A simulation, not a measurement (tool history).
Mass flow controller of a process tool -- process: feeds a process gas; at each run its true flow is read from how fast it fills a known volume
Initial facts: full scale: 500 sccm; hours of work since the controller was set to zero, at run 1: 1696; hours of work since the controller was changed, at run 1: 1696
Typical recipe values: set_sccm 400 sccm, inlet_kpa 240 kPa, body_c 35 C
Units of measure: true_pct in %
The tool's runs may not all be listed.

run    hour  set_sccm  inlet_kpa  body_c  hours of work since the controller was set to zero  hours of work since the controller was changed  true_pct
  1     0.0       400        240      35                                                1696                                            1696     99.96
  2   279.7       234        240      35                                                1821                                            1821     99.71
  3   454.4       234        240      35                                                1898                                            1898     99.80
  4   664.9       369        240      35                                                1992                                            1992     99.86
  5   859.1       400        240      35                                                2079                                            2079    100.26
  6  1184.4       400        240      35                                                2223                                            2223    100.08
  7  1418.7        96        279      24                                                2328                                            2328    101.78
  8  1604.6        96        279      24                                                2410                                            2410    101.75
  9  1903.2        59        240      36                                                2543                                            2543    101.61
 10  2117.1        59        240      36                                                2639                                            2639    101.75
 11  2421.7        69        188      20                                                2774                                            2774    102.64

The next listed run, before its measurement:
 12  2577.9       122        225      24                                                2844                                            2844         ?

Logged for run 12: true_pct 101.56 %.
Minus the tool's unlogged condition, the same run would have read true_pct 99.08 %.
